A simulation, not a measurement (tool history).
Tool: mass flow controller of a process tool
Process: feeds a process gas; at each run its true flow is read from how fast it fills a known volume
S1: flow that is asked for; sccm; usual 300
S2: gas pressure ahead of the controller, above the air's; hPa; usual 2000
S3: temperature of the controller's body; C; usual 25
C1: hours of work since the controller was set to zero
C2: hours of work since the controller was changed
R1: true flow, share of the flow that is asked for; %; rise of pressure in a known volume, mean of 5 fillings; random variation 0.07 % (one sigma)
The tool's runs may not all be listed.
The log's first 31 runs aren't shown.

run,day,S1,S2,S3,C1,C2,R1
32,145.125,126,1970,34,3418,3418,104.25
33,149.225,126,1970,34,3475,3475,104.23
34,154.008,126,1970,34,3541,3541,104.28
35,157.083,300,1680,35,3583,3583,102.07
36,162.342,300,1900,36,3655,3655,102.06
37,166.083,118,2710,32,3707,3707,105.07
38,172.304,118,2710,32,3793,3793,105.33
39,177.858,162,1720,21,3869,3869,103.49
40,181.325,654,2550,29,3917,3917,102.04
41,187.262,948,2510,28,3999,3999,102.28
42,192.042,309,2510,22,4065,4065,102.23
43,197.438,193,2600,25,4139,4139,103.44
44,203.825,300,1450,22,4227,4227,102.15
45,210.479,300,1450,22,4319,4319,102.18
46,216.221,104,2000,34,4398,4398,106.93
47,222.500,300,1630,35,4484,4484,102.68

Forecast each of these 5 alternatives for the next run:
A,226.575,439,1440,22,4540,4540,?
B,226.575,191,1630,28,4540,4540,?
C,226.575,300,2000,23,4540,4540,?
D,226.575,194,1630,35,4540,4540,?
E,226.575,790,2000,30,4540,4540,?

run,R1
A,101.99
B,103.67
C,102.51
D,103.89
E,102.22
Without the tool's hidden state the same runs would have given:
run,R1
A,98.63
B,98.06
C,98.34
D,98.33
E,99.63
